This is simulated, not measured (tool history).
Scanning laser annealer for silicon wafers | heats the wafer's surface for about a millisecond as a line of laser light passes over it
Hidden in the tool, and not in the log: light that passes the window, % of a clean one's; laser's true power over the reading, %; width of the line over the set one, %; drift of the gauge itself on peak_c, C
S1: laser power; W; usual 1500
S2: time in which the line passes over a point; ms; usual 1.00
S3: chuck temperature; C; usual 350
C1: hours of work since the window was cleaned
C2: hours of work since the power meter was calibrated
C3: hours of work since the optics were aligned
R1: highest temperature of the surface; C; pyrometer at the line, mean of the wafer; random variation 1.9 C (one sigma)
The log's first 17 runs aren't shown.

run,hour,S1,S2,S3,C1,C2,C3,R1
18,707.4,1539,1.00,378,251,727,1257,1230
19,751.3,1539,1.00,378,277,753,1284,1233
20,783.4,1539,1.00,345,297,772,1303,1199
21,808.3,1627,1.24,345,312,787,1318,1379
22,831.4,1627,1.24,345,326,801,1332,1377
# hour 847.6: optics aligned, line set to its width
23,857.7,1607,1.09,346,338,814,6,1287
# hour 884.5: window over the wafer cleaned
24,887.7,1607,1.09,346,2,831,23,1291
25,938.3,1607,1.09,346,32,861,53,1291
26,961.5,1354,0.75,354,46,875,67,980
27,998.9,1600,1.00,350,69,898,90,1244
28,1043.8,1590,0.95,350,96,925,117,1207
29,1078.1,1590,0.95,350,116,945,137,1210

The next listed run, before its measurement:
30,1115.1,1567,0.85,349,139,968,160,?

Run 30 gave R1 1141 C.
Without the tool's hidden state the same run would have given R1 1142 C.
